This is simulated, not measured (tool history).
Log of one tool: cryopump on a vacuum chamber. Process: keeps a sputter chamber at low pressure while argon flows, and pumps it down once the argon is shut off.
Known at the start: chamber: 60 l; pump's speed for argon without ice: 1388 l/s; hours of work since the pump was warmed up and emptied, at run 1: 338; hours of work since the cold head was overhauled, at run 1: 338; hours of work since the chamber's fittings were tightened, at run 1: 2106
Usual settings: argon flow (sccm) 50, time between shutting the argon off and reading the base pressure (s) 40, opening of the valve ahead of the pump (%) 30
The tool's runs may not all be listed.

run    hour  argon flow (sccm)  time between shutting the argon off and reading the base pressure (s)  opening of the valve ahead of the pump (%)  hours of work since the pump was warmed up and emptied  hours of work since the cold head was overhauled  hours of work since the chamber's fittings were tightened  pressure while argon flows (Pa)  pressure after the wait (uPa)
  1     0.0                 50                                                                     40                                          30                                                     338                                               338                                                       2106                           0.2165                           2.89
  2    69.4                 50                                                                     40                                          30                                                     394                                               394                                                       2162                           0.2194                           3.03
  3   140.2                 33                                                                     40                                          30                                                     451                                               451                                                       2219                           0.1479                           3.22
  4   218.8                 50                                                                     40                                          41                                                     515                                               515                                                       2283                           0.1717                           3.23
  5   311.7                 50                                                                     40                                          56                                                     590                                               590                                                       2358                           0.1372                           3.47
      370.2  -- pump warmed up, emptied and cooled again
  6   387.2                 50                                                                     40                                          30                                                      14                                               647                                                       2415                           0.2047                           2.80
  7   449.9                 50                                                                     40                                          30                                                      65                                               698                                                       2466                           0.2052                           2.87
  8   522.7                 50                                                                     40                                          30                                                     123                                               757                                                       2525                           0.2080                           2.90
  9   573.0                 50                                                                     40                                          30                                                     164                                               797                                                       2565                           0.2100                           2.92
 10   649.4                 50                                                                     40                                          30                                                     226                                               859                                                       2627                           0.2121                           3.22
 11   709.6                 50                                                                     40                                          30                                                     275                                               908                                                       2676                           0.2132                           3.24
 12   756.5                 50                                                                     40                                          30                                                     313                                               946                                                       2714                           0.2162                           3.38
 13   852.5                 50                                                                     40                                          30                                                     390                                              1023                                                       2792                           0.2195                           3.55
 14   942.2                 50                                                                     65                                          30                                                     463                                              1096                                                       2864                           0.2230                           3.21
 15  1004.0                 50                                                                     65                                          30                                                     513                                              1146                                                       2914                           0.2265                           3.36
     1060.6  -- leaking fittings of the chamber tightened, without venting
 16  1091.3                 50                                                                     40                                          30                                                     582                                              1215                                                         25                           0.2306                           1.52
     1164.6  -- pump warmed up, emptied and cooled again
 17  1173.2                 50                                                                     51                                          24                                                       7                                              1277                                                         87                           0.2547                           1.24
 18  1264.9                 50                                                                     51                                          24                                                      81                                              1352                                                        161                           0.2567                           1.26

Run 19 comes next. What will it give?
 19  1358.9                 50                                                                     67                                          42                                                     157                                              1428                                                        237                                ?                              ?

pressure while argon flows (Pa): 0.1520
pressure after the wait (uPa): 1.10
Without the tool's hidden state the same run would have given pressure while argon flows (Pa) 0.1454, pressure after the wait (uPa) 0.88.

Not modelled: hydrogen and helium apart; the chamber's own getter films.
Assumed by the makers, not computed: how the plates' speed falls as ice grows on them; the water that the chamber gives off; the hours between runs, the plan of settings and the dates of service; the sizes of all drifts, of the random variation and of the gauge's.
